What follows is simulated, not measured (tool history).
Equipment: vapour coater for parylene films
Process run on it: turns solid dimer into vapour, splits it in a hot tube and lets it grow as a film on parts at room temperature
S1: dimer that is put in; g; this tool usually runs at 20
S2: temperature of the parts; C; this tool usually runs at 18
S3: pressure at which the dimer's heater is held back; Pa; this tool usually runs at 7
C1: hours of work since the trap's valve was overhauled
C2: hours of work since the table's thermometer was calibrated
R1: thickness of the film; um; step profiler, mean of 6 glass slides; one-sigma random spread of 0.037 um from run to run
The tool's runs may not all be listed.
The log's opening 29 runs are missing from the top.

run,day,S1,S2,S3,C1,C2,R1
30,62.417,28,12,5.19,526,569,5.78
31,64.617,28,12,5.19,573,617,5.7
32,67.712,28,12,5.19,639,683,5.68
# day 68.333: trap's valve overhauled
33,69.512,20,18,2.32,25,718,4.3
34,71.221,20,18,2.32,62,755,4.21
35,72.929,20,18,2.32,98,791,4.23
36,74.588,36,14,6.09,134,827,7.38
37,77.554,36,15,6.09,198,890,7

What if the next run were any one of these 4? Each begins from the tool's condition after run 37:
A,80.008,9,15,2.21,250,943,?
B,80.008,21,18,3.32,250,943,?
C,80.008,35,21,3.92,250,943,?
D,80.008,29,11,7.08,250,943,?

run,R1
A,1.94
B,4.13
C,6.5
D,6.13
The same runs, with their run-to-run variation unchanged, on a tool lacking any hidden condition would have given:
run,R1
A,2.05
B,4.35
C,6.84
D,6.45

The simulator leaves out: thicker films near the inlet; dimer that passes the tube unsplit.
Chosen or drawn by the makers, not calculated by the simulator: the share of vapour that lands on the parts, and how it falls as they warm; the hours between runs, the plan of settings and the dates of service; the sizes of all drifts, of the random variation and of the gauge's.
